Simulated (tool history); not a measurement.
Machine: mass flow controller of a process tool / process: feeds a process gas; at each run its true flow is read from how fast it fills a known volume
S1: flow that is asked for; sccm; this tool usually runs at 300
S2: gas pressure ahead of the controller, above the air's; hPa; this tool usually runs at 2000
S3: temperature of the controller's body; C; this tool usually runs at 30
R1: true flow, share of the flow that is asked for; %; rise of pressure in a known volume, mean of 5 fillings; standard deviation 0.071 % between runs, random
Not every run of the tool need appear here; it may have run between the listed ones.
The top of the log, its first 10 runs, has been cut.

run	day	S1	S2	S3	R1
11	58.833	257	2000	30	99.53
12	63.442	300	2000	22	98.7
13	69.642	300	2000	22	98.76
14	72.833	300	2000	38	99.99
15	77.188	300	2000	38	99.87
16	84.971	300	2750	38	100.23
17	92.833	300	2750	38	100.09
18	97.271	115	1890	40	99.65
19	100.833	115	1450	40	99.28
20	107.646	115	1500	40	99.2
21	114.579	115	1500	40	99.13
22	118.221	94	2370	26	98.5
23	124.317	94	2370	26	98.43
24	129.817	300	2000	22	97.96
25	133.967	480	1860	36	99.17
# day 139.896: gauge calibrated
26	139.925	357	2000	38	100.82
27	143.404	300	1950	38	100.8
28	147.092	130	2000	38	100.69
29	150.742	367	2050	23	99.6
30	156.717	367	2530	29	100.22
31	161.421	223	2050	37	100.52

Predict each of these 3 candidate next runs independently; none follows another, all start after run 31:
A	165.988	182	2050	37	?
B	165.988	300	1760	37	?
C	165.988	72	1560	20	?

run	R1
A	100.45
B	100.33
C	98.6
Take away the tool's hidden state, keep each run's random variation, and the runs would have read:
run	R1
A	100.77
B	100.66
C	98.9

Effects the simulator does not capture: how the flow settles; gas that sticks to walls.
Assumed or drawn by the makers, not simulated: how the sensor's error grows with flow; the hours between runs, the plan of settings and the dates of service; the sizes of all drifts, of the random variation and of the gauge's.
